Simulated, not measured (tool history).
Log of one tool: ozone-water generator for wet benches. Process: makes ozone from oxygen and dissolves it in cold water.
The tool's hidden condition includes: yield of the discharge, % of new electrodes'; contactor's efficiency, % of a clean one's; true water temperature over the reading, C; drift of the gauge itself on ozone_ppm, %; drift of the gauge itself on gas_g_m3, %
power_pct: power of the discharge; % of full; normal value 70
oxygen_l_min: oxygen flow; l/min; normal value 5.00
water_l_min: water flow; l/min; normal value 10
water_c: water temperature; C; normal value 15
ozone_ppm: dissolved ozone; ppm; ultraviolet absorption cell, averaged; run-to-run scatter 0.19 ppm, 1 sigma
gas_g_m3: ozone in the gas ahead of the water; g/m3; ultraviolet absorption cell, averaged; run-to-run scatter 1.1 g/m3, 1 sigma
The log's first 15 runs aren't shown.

run,hour,power_pct,oxygen_l_min,water_l_min,water_c,hours of work since the electrodes were changed,hours of work since the contactor was cleaned,hours of work since the thermometer was calibrated,ozone_ppm,gas_g_m3
16,869.2,52,5.00,6,15,998,772,1955,29.5,156.9
17,906.1,52,5.00,6,15,1030,804,1987,29.5,158.3
18,942.3,94,6.41,12,10,1061,836,2018,32.8,223.1
19,986.7,94,6.41,12,10,1100,875,2057,32.5,224.6
20,1044.0,64,2.98,10,7,1150,924,2107,31.0,257.2
21,1080.6,94,2.98,10,7,1182,956,2139,42.2,356.6
22,1117.9,94,3.28,10,11,1214,989,2171,39.8,336.3
23,1167.7,94,3.28,10,11,1258,1032,2215,40.0,334.8
24,1234.1,70,6.07,9,14,1316,1090,2273,29.1,180.1
25,1290.6,70,6.07,9,14,1365,1139,2322,29.2,180.5
26,1374.4,70,4.24,9,14,1438,1212,2395,31.1,222.3
27,1452.4,83,5.00,10,8,1506,1280,2463,36.1,231.5
28,1504.5,83,5.00,10,8,1551,1326,2508,36.3,232.8
# hour 1544.5: water thermometer calibrated
29,1551.2,92,5.00,10,8,1591,1366,6,40.0,254.3
30,1638.0,61,3.87,10,8,1667,1442,82,28.4,207.8
31,1698.0,43,3.87,10,8,1719,1494,134,21.3,155.6
32,1771.0,70,5.00,13,16,1783,1557,197,22.4,200.2

Here are 4 independent what-if runs from the current tool condition. What would each one return?
A,1843.6,70,4.25,11,12,1846,1621,261,?,?
B,1843.6,65,5.00,9,16,1846,1621,261,?,?
C,1843.6,54,8.07,13,22,1846,1621,261,?,?
D,1843.6,81,5.00,14,9,1846,1621,261,?,?

run,ozone_ppm,gas_g_m3
A,27.7,221.3
B,27.3,188.5
C,14.5,120.6
D,26.4,225.4
Without the tool's hidden state the same runs would have given:
run,ozone_ppm,gas_g_m3
A,27.8,227.7
B,27.4,193.9
C,14.5,124.1
D,26.5,232.0

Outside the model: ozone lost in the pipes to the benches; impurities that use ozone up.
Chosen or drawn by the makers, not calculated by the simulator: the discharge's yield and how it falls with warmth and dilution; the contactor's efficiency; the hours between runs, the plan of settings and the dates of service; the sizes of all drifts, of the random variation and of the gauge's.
